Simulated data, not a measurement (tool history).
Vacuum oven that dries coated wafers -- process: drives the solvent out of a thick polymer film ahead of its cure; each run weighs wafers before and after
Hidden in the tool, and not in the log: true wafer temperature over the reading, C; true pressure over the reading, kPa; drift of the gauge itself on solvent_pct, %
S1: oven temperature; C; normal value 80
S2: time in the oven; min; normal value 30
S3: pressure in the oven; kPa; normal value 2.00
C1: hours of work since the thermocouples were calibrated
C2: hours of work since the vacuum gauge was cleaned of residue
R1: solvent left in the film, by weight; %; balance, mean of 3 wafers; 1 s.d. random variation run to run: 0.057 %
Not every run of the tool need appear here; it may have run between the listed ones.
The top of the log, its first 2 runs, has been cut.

run,hour,S1,S2,S3,C1,C2,R1
3,85.3,80,30,2.00,539,1432,2.80
4,117.9,80,30,2.00,562,1455,2.73
5,148.6,80,30,2.00,584,1477,2.79
6,187.4,80,30,2.00,612,1505,2.76
7,224.6,80,30,2.00,639,1532,2.84
8,252.4,80,30,5.53,659,1552,4.03
9,277.3,80,30,2.00,677,1570,2.80
10,306.5,80,26,2.00,698,1591,3.50
11,357.1,80,26,2.00,735,1628,3.42
12,405.6,80,26,2.00,770,1663,3.39
13,442.6,80,26,6.44,796,1689,5.08
# hour 464.5: oven's thermocouples calibrated
14,477.7,80,26,6.44,10,1713,4.91
15,520.2,80,26,6.44,40,1744,4.99
16,564.8,80,20,2.00,72,1776,4.80
17,595.3,80,30,6.79,94,1798,4.66
18,626.7,88,30,2.00,117,1821,1.18
19,654.7,80,30,2.00,137,1841,2.81
20,676.1,80,30,2.00,153,1856,2.82
21,715.6,80,30,2.00,181,1885,2.79
22,762.4,80,30,2.00,215,1919,2.84
23,812.7,73,30,2.00,251,1955,5.43

Run 24, settings as shown, results not yet in. Your forecast:
24,853.2,75,36,2.73,280,1984,?

{"run 24": {"R1": 4.01}}
If the tool had no hidden condition, the same run with the same run-to-run variation would have returned R1 4.00 %.
